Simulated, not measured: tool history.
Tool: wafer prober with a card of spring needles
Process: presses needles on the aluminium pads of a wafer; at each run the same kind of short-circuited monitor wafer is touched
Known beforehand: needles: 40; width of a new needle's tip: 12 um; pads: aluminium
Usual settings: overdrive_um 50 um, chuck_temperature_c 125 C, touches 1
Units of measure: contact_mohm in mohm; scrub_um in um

run	hour	overdrive_um	chuck_temperature_c	touches	contact_mohm	scrub_um
1	0.0	50	125	1	178	6.36
# hour 3.4: tips cleaned on abrasive film
# hour 9.0: tips cleaned on abrasive film
# hour 14.6: tips cleaned on abrasive film
# hour 19.0: tips cleaned on abrasive film
# hour 23.5: tips cleaned on abrasive film
2	25.2	50	125	1	175	6.19
# hour 28.5: tips cleaned on abrasive film
# hour 33.0: tips cleaned on abrasive film
# hour 38.6: tips cleaned on abrasive film
# hour 44.2: tips cleaned on abrasive film
# hour 49.8: tips cleaned on abrasive film
# hour 55.4: tips cleaned on abrasive film
# hour 60.9: tips cleaned on abrasive film
# hour 65.4: tips cleaned on abrasive film
# hour 71.0: tips cleaned on abrasive film
# hour 75.5: tips cleaned on abrasive film
3	76.6	66	125	1	145	8.18
# hour 81.1: tips cleaned on abrasive film
# hour 85.5: tips cleaned on abrasive film
# hour 90.0: tips cleaned on abrasive film
# hour 94.5: tips cleaned on abrasive film
# hour 99.0: tips cleaned on abrasive film
# hour 103.5: tips cleaned on abrasive film
# hour 108.0: tips cleaned on abrasive film
4	111.0	66	125	1	171	8.10
# hour 113.3: tips cleaned on abrasive film
# hour 117.8: tips cleaned on abrasive film
# hour 123.4: tips cleaned on abrasive film
# hour 128.9: tips cleaned on abrasive film
# hour 133.4: tips cleaned on abrasive film
# hour 137.9: tips cleaned on abrasive film
# hour 142.4: tips cleaned on abrasive film
# hour 148.0: tips cleaned on abrasive film
# hour 152.5: tips cleaned on abrasive film
5	154.4	66	125	1	165	8.00
# hour 157.8: tips cleaned on abrasive film
# hour 162.3: tips cleaned on abrasive film
# hour 166.8: tips cleaned on abrasive film
# hour 172.4: tips cleaned on abrasive film
# hour 176.9: tips cleaned on abrasive film
# hour 177.2: height of the first contact set anew
# hour 181.7: tips cleaned on abrasive film
# hour 186.1: tips cleaned on abrasive film
6	190.1	50	125	2	179	6.65
# hour 191.3: tips cleaned on abrasive film
# hour 195.7: tips cleaned on abrasive film
# hour 200.2: tips cleaned on abrasive film
# hour 204.7: tips cleaned on abrasive film
# hour 209.2: tips cleaned on abrasive film
# hour 213.7: tips cleaned on abrasive film
# hour 218.2: tips cleaned on abrasive film
# hour 222.7: tips cleaned on abrasive film
# hour 227.2: tips cleaned on abrasive film
# hour 228.4: tips cleaned on abrasive film, once more
# hour 232.8: tips cleaned on abrasive film
# hour 237.3: tips cleaned on abrasive film
# hour 241.8: tips cleaned on abrasive film
# hour 246.3: tips cleaned on abrasive film
7	248.3	50	125	2	167	6.51
# hour 251.7: tips cleaned on abrasive film
# hour 256.2: tips cleaned on abrasive film
# hour 260.7: tips cleaned on abrasive film
# hour 265.2: tips cleaned on abrasive film
# hour 269.7: tips cleaned on abrasive film
# hour 274.2: tips cleaned on abrasive film
# hour 278.7: tips cleaned on abrasive film
# hour 283.2: tips cleaned on abrasive film
# hour 287.6: tips cleaned on abrasive film
# hour 292.1: tips cleaned on abrasive film
# hour 297.2: tips cleaned on abrasive film
8	297.2	50	125	2	140	6.33
# hour 302.8: tips cleaned on abrasive film
# hour 308.4: tips cleaned on abrasive film
# hour 312.9: tips cleaned on abrasive film
# hour 318.5: tips cleaned on abrasive film
# hour 324.1: tips cleaned on abrasive film
# hour 328.6: tips cleaned on abrasive film
# hour 334.1: tips cleaned on abrasive film
# hour 338.6: tips cleaned on abrasive film
9	342.8	50	125	2	195	6.34
# hour 344.0: tips cleaned on abrasive film
# hour 348.5: tips cleaned on abrasive film
# hour 352.9: tips cleaned on abrasive film
# hour 357.4: tips cleaned on abrasive film
# hour 361.9: tips cleaned on abrasive film
# hour 367.5: tips cleaned on abrasive film
# hour 373.1: tips cleaned on abrasive film
# hour 377.6: tips cleaned on abrasive film
10	381.4	32	125	2	297	3.83
# hour 382.6: tips cleaned on abrasive film
# hour 387.0: tips cleaned on abrasive film
# hour 391.5: tips cleaned on abrasive film
# hour 396.0: tips cleaned on abrasive film
# hour 400.5: tips cleaned on abrasive film
# hour 406.1: tips cleaned on abrasive film
# hour 411.4: tips cleaned on abrasive film
11	411.4	50	28	1	136	6.15
# hour 417.0: tips cleaned on abrasive film
# hour 421.5: tips cleaned on abrasive film
# hour 427.1: tips cleaned on abrasive film
# hour 432.7: tips cleaned on abrasive film
# hour 437.2: tips cleaned on abrasive film
# hour 441.7: tips cleaned on abrasive film
# hour 447.2: tips cleaned on abrasive film
# hour 452.8: tips cleaned on abrasive film
# hour 458.4: tips cleaned on abrasive film
# hour 470.4: card fitted with new needles
# hour 476.0: tips cleaned on abrasive film
# hour 480.5: tips cleaned on abrasive film
12	483.5	34	81	1	207	4.53
# hour 485.8: tips cleaned on abrasive film
# hour 490.3: tips cleaned on abrasive film
# hour 494.8: tips cleaned on abrasive film
# hour 499.2: tips cleaned on abrasive film
# hour 503.7: tips cleaned on abrasive film
# hour 509.3: tips cleaned on abrasive film
# hour 513.8: tips cleaned on abrasive film
13	515.4	36	73	1	178	4.73
# hour 518.8: tips cleaned on abrasive film
# hour 523.3: tips cleaned on abrasive film
# hour 528.9: tips cleaned on abrasive film
# hour 533.4: tips cleaned on abrasive film
# hour 537.9: tips cleaned on abrasive film
14	541.5	50	87	1	175	6.51
# hour 542.7: tips cleaned on abrasive film
# hour 547.2: tips cleaned on abrasive film
# hour 551.6: tips cleaned on abrasive film
# hour 556.1: tips cleaned on abrasive film
# hour 560.6: tips cleaned on abrasive film
# hour 565.1: tips cleaned on abrasive film
15	568.1	50	87	1	169	6.42
# hour 570.4: tips cleaned on abrasive film
# hour 574.9: tips cleaned on abrasive film
# hour 579.4: tips cleaned on abrasive film
# hour 585.0: tips cleaned on abrasive film
# hour 589.5: tips cleaned on abrasive film
# hour 595.1: tips cleaned on abrasive film
16	595.5	56	59	3	122	7.21
# hour 600.0: tips cleaned on abrasive film
# hour 604.5: tips cleaned on abrasive film
# hour 609.0: tips cleaned on abrasive film
# hour 613.4: tips cleaned on abrasive film
# hour 617.9: tips cleaned on abrasive film
# hour 622.4: tips cleaned on abrasive film
# hour 626.9: tips cleaned on abrasive film
# hour 631.4: tips cleaned on abrasive film
# hour 635.9: tips cleaned on abrasive film
# hour 640.4: tips cleaned on abrasive film
# hour 645.9: tips cleaned on abrasive film
17	646.6	41	32	3	128	5.12
# hour 651.1: tips cleaned on abrasive film
# hour 655.5: tips cleaned on abrasive film
# hour 660.0: tips cleaned on abrasive film
# hour 664.5: tips cleaned on abrasive film
# hour 669.0: tips cleaned on abrasive film
# hour 674.6: tips cleaned on abrasive film
# hour 679.1: tips cleaned on abrasive film
18	681.8	41	32	3	146	5.04

Consider 3 possible next runs. They are alternatives, not a sequence: every one starts from the tool as it was left by run 18. What does each give?
# hour 684.1: tips cleaned on abrasive film
# hour 688.5: tips cleaned on abrasive film
# hour 694.1: tips cleaned on abrasive film
# hour 699.7: tips cleaned on abrasive film
# hour 705.3: tips cleaned on abrasive film
# hour 710.9: tips cleaned on abrasive film
# hour 716.5: tips cleaned on abrasive film
# hour 721.0: tips cleaned on abrasive film
A	725.0	41	32	1	?	?
# hour 684.1: tips cleaned on abrasive film
# hour 688.5: tips cleaned on abrasive film
# hour 694.1: tips cleaned on abrasive film
# hour 699.7: tips cleaned on abrasive film
# hour 705.3: tips cleaned on abrasive film
# hour 710.9: tips cleaned on abrasive film
# hour 716.5: tips cleaned on abrasive film
# hour 721.0: tips cleaned on abrasive film
B	725.0	47	30	2	?	?
# hour 684.1: tips cleaned on abrasive film
# hour 688.5: tips cleaned on abrasive film
# hour 694.1: tips cleaned on abrasive film
# hour 699.7: tips cleaned on abrasive film
# hour 705.3: tips cleaned on abrasive film
# hour 710.9: tips cleaned on abrasive film
# hour 716.5: tips cleaned on abrasive film
# hour 721.0: tips cleaned on abrasive film
C	725.0	31	32	3	?	?

run	contact_mohm	scrub_um
A	223	5.03
B	162	5.73
C	192	3.61
What these runs would have given with no unlogged condition in the tool:
run	contact_mohm	scrub_um
A	116	5.55
B	112	6.25
C	122	4.13
